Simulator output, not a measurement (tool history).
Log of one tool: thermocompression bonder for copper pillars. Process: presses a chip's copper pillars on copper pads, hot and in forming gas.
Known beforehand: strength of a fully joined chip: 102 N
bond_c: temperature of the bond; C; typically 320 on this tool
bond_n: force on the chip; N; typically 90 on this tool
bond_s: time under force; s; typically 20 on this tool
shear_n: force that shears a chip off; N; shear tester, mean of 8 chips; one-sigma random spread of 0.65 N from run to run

run 1 hour=0 | bond_c=320 bond_n=90 bond_s=20 | shear_n=37
run 2 hour=9.2 | bond_c=320 bond_n=90 bond_s=20 | shear_n=37.1
run 3 hour=21.5 | bond_c=320 bond_n=90 bond_s=20 | shear_n=36.2
-- hour=30.4 forming gas filter changed
run 4 hour=34.4 | bond_c=320 bond_n=90 bond_s=20 | shear_n=41.2
run 5 hour=49.7 | bond_c=320 bond_n=90 bond_s=20 | shear_n=40.5
run 6 hour=58.4 | bond_c=320 bond_n=90 bond_s=20 | shear_n=41.2
run 7 hour=69.9 | bond_c=320 bond_n=90 bond_s=20 | shear_n=41.8
run 8 hour=85 | bond_c=320 bond_n=90 bond_s=30 | shear_n=47
run 9 hour=95.8 | bond_c=303 bond_n=90 bond_s=20 | shear_n=32.2
run 10 hour=106.4 | bond_c=320 bond_n=90 bond_s=20 | shear_n=40.5
run 11 hour=118.2 | bond_c=346 bond_n=90 bond_s=20 | shear_n=55.4
run 12 hour=130.2 | bond_c=320 bond_n=90 bond_s=12 | shear_n=33.4
run 13 hour=139.5 | bond_c=349 bond_n=90 bond_s=20 | shear_n=57.7
run 14 hour=145.8 | bond_c=349 bond_n=90 bond_s=20 | shear_n=55.7
run 15 hour=153.9 | bond_c=349 bond_n=90 bond_s=20 | shear_n=57.1
run 16 hour=165.5 | bond_c=349 bond_n=90 bond_s=20 | shear_n=57.1
run 17 hour=175.4 | bond_c=346 bond_n=90 bond_s=20 | shear_n=53.9
run 18 hour=186.1 | bond_c=346 bond_n=90 bond_s=20 | shear_n=55.8
run 19 hour=196.6 | bond_c=346 bond_n=69 bond_s=20 | shear_n=45.5
-- hour=199 force cell calibrated
run 20 hour=209.2 | bond_c=346 bond_n=106 bond_s=20 | shear_n=60.8
run 21 hour=220.1 | bond_c=346 bond_n=106 bond_s=20 | shear_n=60.1
run 22 hour=229.5 | bond_c=345 bond_n=90 bond_s=25 | shear_n=59.4
run 23 hour=239.1 | bond_c=327 bond_n=58 bond_s=18 | shear_n=28.9
run 24 hour=248.8 | bond_c=327 bond_n=58 bond_s=18 | shear_n=28.6
run 25 hour=258.7 | bond_c=348 bond_n=58 bond_s=58 | shear_n=58.5
-- hour=270.2 force cell calibrated, once more
run 26 hour=270.4 | bond_c=320 bond_n=71 bond_s=10 | shear_n=23.5
run 27 hour=284.4 | bond_c=309 bond_n=121 bond_s=20 | shear_n=42.2
run 28 hour=295.8 | bond_c=348 bond_n=54 bond_s=11 | shear_n=29.5
run 29 hour=309.2 | bond_c=348 bond_n=54 bond_s=11 | shear_n=28.8
run 30 hour=324.4 | bond_c=348 bond_n=54 bond_s=30 | shear_n=43.3
run 31 hour=338.9 | bond_c=343 bond_n=66 bond_s=41 | shear_n=52.3
run 32 hour=346.5 | bond_c=320 bond_n=120 bond_s=41 | shear_n=59.8
run 33 hour=356.2 | bond_c=320 bond_n=120 bond_s=41 | shear_n=61.1
run 34 hour=362.8 | bond_c=306 bond_n=96 bond_s=20 | shear_n=33.1
run 35 hour=373.8 | bond_c=306 bond_n=96 bond_s=20 | shear_n=33.1
run 36 hour=382.9 | bond_c=306 bond_n=96 bond_s=20 | shear_n=33.3
run 37 hour=394.1 | bond_c=345 bond_n=109 bond_s=11 | shear_n=49.1
run 38 hour=403.9 | bond_c=345 bond_n=109 bond_s=30 | shear_n=66.4
run 39 hour=414.1 | bond_c=302 bond_n=63 bond_s=30 | shear_n=25.3

Forecast each of these 5 alternatives for the next run:
run A hour=420.9 | bond_c=302 bond_n=78 bond_s=30 | shear_n=?
run B hour=420.9 | bond_c=302 bond_n=66 bond_s=39 | shear_n=?
run C hour=420.9 | bond_c=302 bond_n=100 bond_s=28 | shear_n=?
run D hour=420.9 | bond_c=304 bond_n=63 bond_s=30 | shear_n=?
run E hour=420.9 | bond_c=302 bond_n=91 bond_s=30 | shear_n=?

run=A shear_n=30.1
run=B shear_n=29
run=C shear_n=36.7
run=D shear_n=24.1
run=E shear_n=35.5
Take away the tool's hidden state, keep each run's random variation, and the runs would have read:
run=A shear_n=32.5
run=B shear_n=31.4
run=C shear_n=39.5
run=D shear_n=26.2
run=E shear_n=38.2

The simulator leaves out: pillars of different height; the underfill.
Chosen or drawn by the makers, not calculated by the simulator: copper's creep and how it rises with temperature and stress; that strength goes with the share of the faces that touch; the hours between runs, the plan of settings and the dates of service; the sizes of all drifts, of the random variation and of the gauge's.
